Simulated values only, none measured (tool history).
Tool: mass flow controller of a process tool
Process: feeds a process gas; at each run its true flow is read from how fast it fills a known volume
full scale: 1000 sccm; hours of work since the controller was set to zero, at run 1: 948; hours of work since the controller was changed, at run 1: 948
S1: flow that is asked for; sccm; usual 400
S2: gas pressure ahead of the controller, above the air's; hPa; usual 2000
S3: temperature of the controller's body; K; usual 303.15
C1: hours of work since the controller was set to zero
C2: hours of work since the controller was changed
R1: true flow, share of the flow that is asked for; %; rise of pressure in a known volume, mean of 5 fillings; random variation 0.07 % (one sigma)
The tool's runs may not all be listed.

Run 1, hour 0.0: usual settings; C1 948; C2 948. Result: R1 98.08 %.
Run 2, hour 61.0: usual settings but S1 126 sccm; C1 996; C2 996. Result: R1 97.81 %.
Run 3, hour 131.7: usual settings but S1 682 sccm; C1 1051; C2 1051. Result: R1 98.67 %.
Run 4, hour 193.5: usual settings; C1 1100; C2 1100. Result: R1 98.12 %.
Run 5, hour 287.7: usual settings but S2 1900 hPa; C1 1175; C2 1175. Result: R1 98.15 %.
Run 6, hour 340.0: usual settings but S2 1900 hPa; C1 1216; C2 1216. Result: R1 98.17 %.
Run 7, hour 432.5: usual settings but S2 1900 hPa; C1 1289; C2 1289. Result: R1 98.13 %.
Run 8, hour 530.7: usual settings but S2 1900 hPa; C1 1367; C2 1367. Result: R1 98.12 %.
Run 9, hour 580.1: usual settings but S2 1900 hPa, S3 295.15 K; C1 1406; C2 1406. Result: R1 98.95 %.
Run 10, hour 628.1: usual settings; C1 1443; C2 1443. Result: R1 98.25 %.
Run 11, hour 680.1: usual settings but S2 1820 hPa; C1 1485; C2 1485. Result: R1 98.11 %.
Run 12, hour 737.4: usual settings but S2 1820 hPa; C1 1530; C2 1530. Result: R1 98.20 %.
Run 13, hour 837.9: usual settings but S2 1820 hPa; C1 1609; C2 1609. Result: R1 98.21 %.
Run 14, hour 899.7: usual settings; C1 1658; C2 1658. Result: R1 98.26 %.
Run 15, hour 986.2: usual settings; C1 1726; C2 1726. Result: R1 98.33 %.
Run 16, hour 1096.5: usual settings; C1 1813; C2 1813. Result: R1 98.34 %.
Run 17, hour 1174.5: usual settings; C1 1875; C2 1875. Result: R1 98.36 %.
Run 18, hour 1256.3: usual settings but S3 302.15 K; C1 1939; C2 1939. Result: R1 98.44 %.
At hour 1266.8: controller's zero set anew.
Run 19, hour 1335.9: usual settings but S1 128 sccm, S2 1570 hPa, S3 299.15 K; C1 55; C2 2002. Result: R1 99.44 %.
Run 20, hour 1382.5: usual settings but S1 128 sccm, S2 1570 hPa, S3 299.15 K; C1 91; C2 2039. Result: R1 99.45 %.
At hour 1426.6: controller's zero set anew, once more.
Run 21, hour 1434.9: usual settings but S1 114 sccm, S2 2390 hPa, S3 310.15 K; C1 7; C2 2080. Result: R1 96.89 %.
Run 22, hour 1541.6: usual settings but S1 663 sccm; C1 91; C2 2164. Result: R1 98.64 %.
Run 23, hour 1649.4: usual settings but S2 1480 hPa; C1 176; C2 2249. Result: R1 98.06 %.
Run 24, hour 1752.4: usual settings but S1 126 sccm, S2 2350 hPa; C1 257; C2 2330. Result: R1 97.83 %.
Run 25, hour 1829.9: usual settings but S1 630 sccm, S2 1830 hPa, S3 310.15 K; C1 318; C2 2392. Result: R1 97.86 %.
Run 26, hour 1901.2: usual settings but S1 814 sccm, S2 1830 hPa, S3 297.15 K; C1 375; C2 2448. Result: R1 99.73 %.
Run 27, hour 1997.4: usual settings but S1 814 sccm, S2 1830 hPa, S3 297.15 K; C1 451; C2 2524. Result: R1 99.72 %.

Forecast each of these 3 alternatives for the next run:
Run A, hour 2061.2: usual settings but S1 112 sccm, S2 1590 hPa, S3 297.15 K; C1 501; C2 2574. Result: R1 ?.
Run B, hour 2061.2: usual settings but S1 814 sccm, S2 2590 hPa, S3 296.15 K; C1 501; C2 2574. Result: R1 ?.
Run C, hour 2061.2: usual settings but S1 530 sccm, S2 2650 hPa, S3 311.15 K; C1 501; C2 2574. Result: R1 ?.

run     R1
  A  98.46
  B  99.98
  C  97.72
Without the tool's hidden state the same runs would have given:
run     R1
  A  97.69
  B  99.79
  C  97.48
